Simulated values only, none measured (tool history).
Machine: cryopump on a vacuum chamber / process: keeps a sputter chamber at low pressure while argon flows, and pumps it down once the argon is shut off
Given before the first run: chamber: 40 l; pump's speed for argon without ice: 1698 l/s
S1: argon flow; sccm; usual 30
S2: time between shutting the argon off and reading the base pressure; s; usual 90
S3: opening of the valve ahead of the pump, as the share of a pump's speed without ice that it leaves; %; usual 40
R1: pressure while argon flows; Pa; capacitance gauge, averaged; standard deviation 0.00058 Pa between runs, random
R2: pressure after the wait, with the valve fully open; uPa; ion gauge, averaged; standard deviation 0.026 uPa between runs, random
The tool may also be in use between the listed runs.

run 1 hour=0.0 | S1=30 S2=90 S3=40 | R1=0.0752 R2=2.99
run 2 hour=11.6 | S1=30 S2=90 S3=40 | R1=0.0747 R2=3.11
run 3 hour=29.8 | S1=30 S2=90 S3=40 | R1=0.0753 R2=3.08
run 4 hour=51.0 | S1=30 S2=23 S3=40 | R1=0.0760 R2=5.96
run 5 hour=62.3 | S1=30 S2=23 S3=40 | R1=0.0756 R2=6.00
run 6 hour=75.5 | S1=30 S2=90 S3=40 | R1=0.0759 R2=3.12
run 7 hour=85.2 | S1=30 S2=90 S3=40 | R1=0.0756 R2=3.18
run 8 hour=106.5 | S1=30 S2=90 S3=40 | R1=0.0760 R2=3.19
run 9 hour=128.7 | S1=15 S2=90 S3=40 | R1=0.0389 R2=3.25
run 10 hour=147.6 | S1=15 S2=90 S3=40 | R1=0.0389 R2=3.17
run 11 hour=168.0 | S1=15 S2=24 S3=40 | R1=0.0386 R2=5.95
run 12 hour=189.5 | S1=15 S2=24 S3=40 | R1=0.0387 R2=6.02
run 13 hour=209.8 | S1=15 S2=24 S3=40 | R1=0.0388 R2=6.10
run 14 hour=226.3 | S1=15 S2=24 S3=29 | R1=0.0537 R2=5.98
run 15 hour=243.1 | S1=15 S2=24 S3=29 | R1=0.0524 R2=6.22
run 16 hour=264.9 | S1=15 S2=24 S3=29 | R1=0.0535 R2=6.03
run 17 hour=286.9 | S1=15 S2=24 S3=29 | R1=0.0538 R2=6.10
run 18 hour=300.1 | S1=16 S2=239 S3=52 | R1=0.0319 R2=2.77
run 19 hour=321.6 | S1=35 S2=21 S3=40 | R1=0.0914 R2=6.75
run 20 hour=333.3 | S1=54 S2=165 S3=28 | R1=0.1992 R2=3.09
run 21 hour=349.9 | S1=18 S2=165 S3=31 | R1=0.0606 R2=3.16
run 22 hour=361.4 | S1=18 S2=165 S3=31 | R1=0.0604 R2=3.09
run 23 hour=376.1 | S1=15 S2=88 S3=30 | R1=0.0520 R2=3.62
run 24 hour=386.5 | S1=20 S2=141 S3=40 | R1=0.0533 R2=3.27
run 25 hour=407.7 | S1=24 S2=90 S3=40 | R1=0.0641 R2=3.69
run 26 hour=424.0 | S1=30 S2=74 S3=38 | R1=0.0839 R2=3.91
run 27 hour=435.5 | S1=34 S2=55 S3=19 | R1=0.1848 R2=4.34
run 28 hour=455.9 | S1=27 S2=30 S3=32 | R1=0.0897 R2=5.74
run 29 hour=474.1 | S1=27 S2=197 S3=18 | R1=0.1539 R2=3.22
run 30 hour=492.6 | S1=30 S2=90 S3=25 | R1=0.1257 R2=3.81
run 31 hour=511.7 | S1=18 S2=90 S3=51 | R1=0.0398 R2=3.89
run 32 hour=521.3 | S1=13 S2=90 S3=17 | R1=0.0788 R2=3.97
run 33 hour=540.4 | S1=19 S2=90 S3=25 | R1=0.0806 R2=3.87

Selected run-to-run steps in R1, each split into two signed amounts: the part the tool would show with no hidden state at all (from settings, incoming material and random variation), and the remainder, which goes to the hidden state together with any gauge scatter not common to the measured and the hidden-state-free results:
Unlogged tool condition in this case: pump's speed, % of a pump's without ice; cold plate's temperature, K; leak into the chamber, uPa l/s; drift of the gauge itself on working_pa, %; drift of the gauge itself on base_upa, %.
Run 18 -> 19: S1 16 -> 35, S2 239 -> 21, S3 52 -> 40. R1 +0.0595 Pa: hidden state +0.0027, all else +0.0568.
Run 19 -> 20: S1 35 -> 54, S2 21 -> 165, S3 40 -> 28. R1 +0.1078 Pa: hidden state +0.0027, all else +0.1051.
Run 20 -> 21: S1 54 -> 18, S3 28 -> 31. R1 -0.1386 Pa: hidden state -0.0049, all else -0.1337.
Run 26 -> 27: S1 30 -> 34, S2 74 -> 55, S3 38 -> 19. R1 +0.1009 Pa: hidden state +0.0009, all else +0.1000.

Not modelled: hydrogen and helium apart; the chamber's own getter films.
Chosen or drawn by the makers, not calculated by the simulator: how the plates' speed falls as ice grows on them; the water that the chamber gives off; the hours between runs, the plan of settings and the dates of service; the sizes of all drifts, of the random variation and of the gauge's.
